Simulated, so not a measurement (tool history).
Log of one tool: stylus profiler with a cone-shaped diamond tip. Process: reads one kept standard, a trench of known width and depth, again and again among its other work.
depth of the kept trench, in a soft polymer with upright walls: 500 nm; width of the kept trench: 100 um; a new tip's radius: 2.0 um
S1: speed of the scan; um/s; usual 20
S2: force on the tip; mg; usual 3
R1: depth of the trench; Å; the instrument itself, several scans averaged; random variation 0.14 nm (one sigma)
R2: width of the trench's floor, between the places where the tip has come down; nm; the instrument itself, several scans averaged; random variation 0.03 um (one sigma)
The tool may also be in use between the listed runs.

Run 1, hour 0: usual settings. Result: R1 5036.1 Å, R2 97090 nm.
Run 2, hour 16.9: usual settings but S2 2.09 mg. Result: R1 5030.7 Å, R2 96990 nm.
Run 3, hour 28.9: usual settings. Result: R1 5037.3 Å, R2 97010 nm.
Run 4, hour 41.1: usual settings. Result: R1 5035.8 Å, R2 97010 nm.
Run 5, hour 51.8: usual settings but S2 3.56 mg. Result: R1 5038.5 Å, R2 97110 nm.
Run 6, hour 67: usual settings. Result: R1 5038.2 Å, R2 97030 nm.
Run 7, hour 85: usual settings but S1 11 um/s. Result: R1 5036.6 Å, R2 97020 nm.
Run 8, hour 103.1: usual settings. Result: R1 5035.5 Å, R2 97000 nm.
Run 9, hour 116: usual settings. Result: R1 5036.5 Å, R2 96990 nm.
Run 10, hour 135.3: usual settings. Result: R1 5038.5 Å, R2 97020 nm.
Run 11, hour 144.3: usual settings. Result: R1 5039.4 Å, R2 97030 nm.
Run 12, hour 157.2: usual settings. Result: R1 5036.6 Å, R2 97010 nm.
Run 13, hour 173.9: usual settings but S1 23 um/s. Result: R1 5039.5 Å, R2 97030 nm.
Run 14, hour 183.6: usual settings. Result: R1 5037.6 Å, R2 96910 nm.
Run 15, hour 197.9: usual settings. Result: R1 5035.3 Å, R2 97000 nm.
Run 16, hour 206.4: usual settings. Result: R1 5037.3 Å, R2 97000 nm.
Run 17, hour 221.9: usual settings. Result: R1 5033.8 Å, R2 96950 nm.
Run 18, hour 231.2: usual settings but S2 6.4 mg. Result: R1 5058.3 Å, R2 97020 nm.
Run 19, hour 248.2: usual settings but S2 3.04 mg. Result: R1 5037.5 Å, R2 96880 nm.
Run 20, hour 259.6: usual settings. Result: R1 5035.9 Å, R2 96970 nm.
Run 21, hour 267.8: usual settings. Result: R1 5036.2 Å, R2 96920 nm.
Run 22, hour 280.6: usual settings. Result: R1 5038.6 Å, R2 96960 nm.
Run 23, hour 294.4: usual settings but S1 40 um/s, S2 5.18 mg. Result: R1 5051.1 Å, R2 96910 nm.
Run 24, hour 306.9: usual settings but S2 5.44 mg. Result: R1 5054.4 Å, R2 97020 nm.
Run 25, hour 324.5: usual settings but S1 56 um/s, S2 2.52 mg. Result: R1 5034.2 Å, R2 96850 nm.
Run 26, hour 343.9: usual settings but S1 28 um/s, S2 1.99 mg. Result: R1 5032.1 Å, R2 96910 nm.
Run 27, hour 358.9: usual settings but S1 28 um/s, S2 1.99 mg. Result: R1 5031.4 Å, R2 96900 nm.
Run 28, hour 369.2: usual settings but S1 14 um/s, S2 4.93 mg. Result: R1 5049.1 Å, R2 96960 nm.
Run 29, hour 388.6: usual settings but S1 29 um/s, S2 1.66 mg. Result: R1 5028.9 Å, R2 96830 nm.
Run 30, hour 403.7: usual settings but S1 6 um/s. Result: R1 5036.5 Å, R2 96960 nm.
Run 31, hour 419.8: usual settings but S1 6 um/s, S2 6.51 mg. Result: R1 5062.6 Å, R2 96970 nm.
Run 32, hour 438: usual settings but S1 26 um/s, S2 7.64 mg. Result: R1 5066.3 Å, R2 96870 nm.
Run 33, hour 456.6: usual settings but S1 26 um/s, S2 4.54 mg. Result: R1 5048.3 Å, R2 96860 nm.
Run 34, hour 473.8: usual settings but S1 26 um/s, S2 4.54 mg. Result: R1 5049.8 Å, R2 96890 nm.
Run 35, hour 490.9: usual settings but S1 26 um/s, S2 8.85 mg. Result: R1 5073.1 Å, R2 96830 nm.
Run 36, hour 505.9: usual settings but S1 26 um/s, S2 8.85 mg. Result: R1 5071.1 Å, R2 96910 nm.
Run 37, hour 525.8: usual settings but S1 10 um/s, S2 5.08 mg. Result: R1 5051.3 Å, R2 96920 nm.
Run 38, hour 541.6: usual settings but S1 10 um/s, S2 5.08 mg. Result: R1 5051.5 Å, R2 96860 nm.
Run 39, hour 553.6: usual settings but S1 17 um/s, S2 6.02 mg. Result: R1 5057.1 Å, R2 96920 nm.
Run 40, hour 562.5: usual settings but S1 8 um/s, S2 4.44 mg. Result: R1 5049.6 Å, R2 96860 nm.
Run 41, hour 576.5: usual settings but S1 22 um/s, S2 5.44 mg. Result: R1 5057.1 Å, R2 96870 nm.
Run 42, hour 594.3: usual settings but S1 74 um/s, S2 1.9 mg. Result: R1 5034.3 Å, R2 96680 nm.
Run 43, hour 614: usual settings but S1 74 um/s, S2 1.9 mg. Result: R1 5032.7 Å, R2 96620 nm.

Some steps in R1 between neighbouring runs. How much of each would the tool show without its hidden state too (settings, what came in, random variation), and how much is left for the hidden state, with any gauge scatter that isn't in both results?
The hidden state here: radius of the tip, um; height scale over the true one, %; drift of the gauge itself on depth_nm, %; drift of the gauge itself on floor_um, %.
Run 7 -> 8: S1 11 -> 20. R1 -1.1 Å: hidden state +0.2, all else -1.3.
Run 9 -> 10: no setting changed, nothing entered. R1 +2 Å: hidden state +0.2, all else +1.8.
Run 16 -> 17: no setting changed, nothing entered. R1 -3.5 Å: hidden state +0.2, all else -3.7.
Run 17 -> 18: S2 3 -> 6.4. R1 +24.5 Å: hidden state +0, all else +24.5.
Run 30 -> 31: S2 3 -> 6.51. R1 +26.1 Å: hidden state +0.2, all else +25.9.
Run 34 -> 35: S2 4.54 -> 8.85. R1 +23.3 Å: hidden state +0.2, all else +23.1.

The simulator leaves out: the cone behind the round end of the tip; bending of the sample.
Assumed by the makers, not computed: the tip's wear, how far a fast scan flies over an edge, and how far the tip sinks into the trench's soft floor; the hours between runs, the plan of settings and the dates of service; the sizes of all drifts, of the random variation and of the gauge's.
